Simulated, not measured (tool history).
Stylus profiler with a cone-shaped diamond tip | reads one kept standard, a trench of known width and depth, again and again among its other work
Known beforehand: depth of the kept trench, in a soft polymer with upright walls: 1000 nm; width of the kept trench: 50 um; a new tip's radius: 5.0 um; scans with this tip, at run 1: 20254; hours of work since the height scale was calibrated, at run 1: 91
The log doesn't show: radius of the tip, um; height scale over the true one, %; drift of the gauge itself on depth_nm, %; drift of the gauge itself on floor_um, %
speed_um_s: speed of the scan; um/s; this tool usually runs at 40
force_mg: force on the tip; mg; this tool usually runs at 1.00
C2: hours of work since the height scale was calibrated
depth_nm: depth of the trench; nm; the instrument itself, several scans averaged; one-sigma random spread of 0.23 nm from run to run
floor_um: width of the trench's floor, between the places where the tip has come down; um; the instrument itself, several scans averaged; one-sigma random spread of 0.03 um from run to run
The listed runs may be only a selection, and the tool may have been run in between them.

{"run": 1, "hour": 0.0, "speed_um_s": 40, "force_mg": 1.0, "scans with this tip": 20254, "C2": 91, "depth_nm": 1009.01, "floor_um": 40.49}
{"run": 2, "hour": 81.2, "speed_um_s": 40, "force_mg": 1.0, "scans with this tip": 20702, "C2": 126, "depth_nm": 1009.44, "floor_um": 40.5}
{"run": 3, "hour": 131.4, "speed_um_s": 40, "force_mg": 1.0, "scans with this tip": 20978, "C2": 148, "depth_nm": 1008.96, "floor_um": 40.43}
{"run": 4, "hour": 180.9, "speed_um_s": 124, "force_mg": 1.0, "scans with this tip": 21251, "C2": 169, "depth_nm": 1009.74, "floor_um": 39.7}
{"run": 5, "hour": 268.2, "speed_um_s": 124, "force_mg": 0.88, "scans with this tip": 21731, "C2": 206, "depth_nm": 1008.69, "floor_um": 39.51}
{"run": 6, "hour": 342.1, "speed_um_s": 124, "force_mg": 0.88, "scans with this tip": 22138, "C2": 238, "depth_nm": 1009.12, "floor_um": 39.47}
{"run": 7, "hour": 442.4, "speed_um_s": 124, "force_mg": 0.88, "scans with this tip": 22690, "C2": 280, "depth_nm": 1009.62, "floor_um": 39.4}
{"run": 8, "hour": 524.9, "speed_um_s": 124, "force_mg": 0.88, "scans with this tip": 23145, "C2": 316, "depth_nm": 1009.58, "floor_um": 39.35}
{"run": 9, "hour": 586.2, "speed_um_s": 124, "force_mg": 0.88, "scans with this tip": 23482, "C2": 342, "depth_nm": 1009.76, "floor_um": 39.31}
{"run": 10, "hour": 647.2, "speed_um_s": 124, "force_mg": 0.88, "scans with this tip": 23818, "C2": 368, "depth_nm": 1009.35, "floor_um": 39.26}
{"run": 11, "hour": 735.9, "speed_um_s": 124, "force_mg": 2.93, "scans with this tip": 24307, "C2": 406, "depth_nm": 1019.98, "floor_um": 39.78}
{"run": 12, "hour": 795.5, "speed_um_s": 40, "force_mg": 1.0, "scans with this tip": 24635, "C2": 431, "depth_nm": 1010.55, "floor_um": 39.99}
{"run": 13, "hour": 914.3, "speed_um_s": 40, "force_mg": 1.0, "scans with this tip": 25289, "C2": 482, "depth_nm": 1011.05, "floor_um": 39.9}
{"run": 14, "hour": 1001.3, "speed_um_s": 40, "force_mg": 1.0, "scans with this tip": 25768, "C2": 519, "depth_nm": 1010.76, "floor_um": 39.85}
{"run": 15, "hour": 1057.7, "speed_um_s": 40, "force_mg": 1.0, "scans with this tip": 26079, "C2": 543, "depth_nm": 1011.45, "floor_um": 39.9}
{"run": 16, "hour": 1115.7, "speed_um_s": 40, "force_mg": 1.0, "scans with this tip": 26399, "C2": 568, "depth_nm": 1011.4, "floor_um": 39.78}
{"run": 17, "hour": 1231.6, "speed_um_s": 40, "force_mg": 1.0, "scans with this tip": 27037, "C2": 618, "depth_nm": 1011.37, "floor_um": 39.76}
{"run": 18, "hour": 1308.2, "speed_um_s": 40, "force_mg": 1.0, "scans with this tip": 27459, "C2": 651, "depth_nm": 1011.33, "floor_um": 39.66}
{"run": 19, "hour": 1424.4, "speed_um_s": 40, "force_mg": 1.51, "scans with this tip": 28098, "C2": 700, "depth_nm": 1014.67, "floor_um": 39.67}
{"run": 20, "hour": 1493.4, "speed_um_s": 40, "force_mg": 1.32, "scans with this tip": 28479, "C2": 730, "depth_nm": 1013.66, "floor_um": 39.58}
{"run": 21, "hour": 1546.0, "speed_um_s": 40, "force_mg": 1.32, "scans with this tip": 28768, "C2": 752, "depth_nm": 1013.85, "floor_um": 39.59}
{"run": 22, "hour": 1631.0, "speed_um_s": 40, "force_mg": 2.31, "scans with this tip": 29236, "C2": 788, "depth_nm": 1018.99, "floor_um": 39.59}
{"run": 23, "hour": 1707.9, "speed_um_s": 139, "force_mg": 0.67, "scans with this tip": 29660, "C2": 821, "depth_nm": 1010.47, "floor_um": 38.2}
{"run": 24, "hour": 1812.2, "speed_um_s": 32, "force_mg": 1.0, "scans with this tip": 30234, "C2": 866, "depth_nm": 1012.51, "floor_um": 39.41}
{"hour": 1895.0, "done": "new tip fitted, height scale calibrated"}
{"run": 25, "hour": 1897.1, "speed_um_s": 32, "force_mg": 1.0, "scans with this tip": 11, "C2": 1, "depth_nm": 1009.34, "floor_um": 43.75}
{"run": 26, "hour": 1981.5, "speed_um_s": 32, "force_mg": 1.0, "scans with this tip": 476, "C2": 37, "depth_nm": 1009.45, "floor_um": 43.67}
{"run": 27, "hour": 2081.3, "speed_um_s": 54, "force_mg": 0.46, "scans with this tip": 1026, "C2": 80, "depth_nm": 1006.15, "floor_um": 43.17}
{"run": 28, "hour": 2140.2, "speed_um_s": 25, "force_mg": 1.0, "scans with this tip": 1350, "C2": 105, "depth_nm": 1009.7, "floor_um": 43.6}
{"run": 29, "hour": 2224.9, "speed_um_s": 25, "force_mg": 1.0, "scans with this tip": 1817, "C2": 141, "depth_nm": 1009.55, "floor_um": 43.47}
{"run": 30, "hour": 2340.4, "speed_um_s": 25, "force_mg": 1.0, "scans with this tip": 2453, "C2": 190, "depth_nm": 1009.49, "floor_um": 43.35}
{"run": 31, "hour": 2435.2, "speed_um_s": 10, "force_mg": 1.0, "scans with this tip": 2975, "C2": 231, "depth_nm": 1009.46, "floor_um": 43.45}
{"run": 32, "hour": 2532.8, "speed_um_s": 10, "force_mg": 1.0, "scans with this tip": 3512, "C2": 273, "depth_nm": 1010.04, "floor_um": 43.34}
{"run": 33, "hour": 2592.2, "speed_um_s": 10, "force_mg": 1.0, "scans with this tip": 3839, "C2": 298, "depth_nm": 1010.14, "floor_um": 43.27}
{"run": 34, "hour": 2651.0, "speed_um_s": 54, "force_mg": 0.48, "scans with this tip": 4163, "C2": 323, "depth_nm": 1006.71, "floor_um": 42.55}
{"run": 35, "hour": 2708.5, "speed_um_s": 39, "force_mg": 0.48, "scans with this tip": 4480, "C2": 348, "depth_nm": 1006.82, "floor_um": 42.78}

How would selected steps in depth_nm from run to run divide? Give the signed amount a tool lacking its hidden state would still show from settings, what came in and random variation, and the signed amount left for the hidden state, including any gauge scatter that is not in both of the compared results.
Run 10 -> 11: force_mg 0.88 -> 2.93. depth_nm +10.63 nm: hidden state +0.22, all else +10.41.
Run 11 -> 12: speed_um_s 124 -> 40, force_mg 2.93 -> 1.00. depth_nm -9.43 nm: hidden state +0.09, all else -9.52.
Run 12 -> 13: nothing adjusted, nothing logged. depth_nm +0.50 nm: hidden state +0.25, all else +0.25.
Run 16 -> 17: nothing adjusted, nothing logged. depth_nm -0.03 nm: hidden state +0.23, all else -0.26.
Run 22 -> 23: speed_um_s 40 -> 139, force_mg 2.31 -> 0.67. depth_nm -8.52 nm: hidden state +0.12, all else -8.64.
Run 24 -> 25: new tip fitted, height scale calibrated. depth_nm -3.17 nm: hidden state -3.80, all else +0.63.
